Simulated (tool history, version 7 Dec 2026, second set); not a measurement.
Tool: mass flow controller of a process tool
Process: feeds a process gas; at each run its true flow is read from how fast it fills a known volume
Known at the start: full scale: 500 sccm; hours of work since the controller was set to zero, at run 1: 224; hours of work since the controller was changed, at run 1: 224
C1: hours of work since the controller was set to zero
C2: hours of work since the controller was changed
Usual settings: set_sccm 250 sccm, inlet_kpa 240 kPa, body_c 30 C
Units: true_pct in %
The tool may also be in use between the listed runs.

{"run": 1, "hour": 0.0, "set_sccm": 250, "inlet_kpa": 240, "body_c": 30, "C1": 224, "C2": 224, "true_pct": 100.32}
{"run": 2, "hour": 91.2, "set_sccm": 250, "inlet_kpa": 240, "body_c": 30, "C1": 255, "C2": 255, "true_pct": 100.26}
{"run": 3, "hour": 227.6, "set_sccm": 250, "inlet_kpa": 240, "body_c": 30, "C1": 302, "C2": 302, "true_pct": 100.39}
{"run": 4, "hour": 379.0, "set_sccm": 250, "inlet_kpa": 240, "body_c": 30, "C1": 353, "C2": 353, "true_pct": 100.41}
{"run": 5, "hour": 494.2, "set_sccm": 250, "inlet_kpa": 240, "body_c": 30, "C1": 392, "C2": 392, "true_pct": 100.22}
{"run": 6, "hour": 628.2, "set_sccm": 250, "inlet_kpa": 152, "body_c": 30, "C1": 438, "C2": 438, "true_pct": 99.96}
{"run": 7, "hour": 717.8, "set_sccm": 250, "inlet_kpa": 152, "body_c": 30, "C1": 468, "C2": 468, "true_pct": 99.97}
{"run": 8, "hour": 825.0, "set_sccm": 69, "inlet_kpa": 240, "body_c": 30, "C1": 505, "C2": 505, "true_pct": 100.17}
{"run": 9, "hour": 953.0, "set_sccm": 69, "inlet_kpa": 240, "body_c": 30, "C1": 549, "C2": 549, "true_pct": 100.18}
{"run": 10, "hour": 1044.1, "set_sccm": 250, "inlet_kpa": 240, "body_c": 30, "C1": 580, "C2": 580, "true_pct": 100.3}
{"run": 11, "hour": 1149.2, "set_sccm": 250, "inlet_kpa": 165, "body_c": 30, "C1": 615, "C2": 615, "true_pct": 100.11}
{"run": 12, "hour": 1233.0, "set_sccm": 372, "inlet_kpa": 169, "body_c": 29, "C1": 644, "C2": 644, "true_pct": 100.04}

Run 13 comes next. What will it give?
{"run": 13, "hour": 1302.9, "set_sccm": 250, "inlet_kpa": 240, "body_c": 31, "C1": 668, "C2": 668, "true_pct": "?"}

true_pct: 100.35 %
Without the tool's hidden state the same run would have given true_pct 100.35 %.
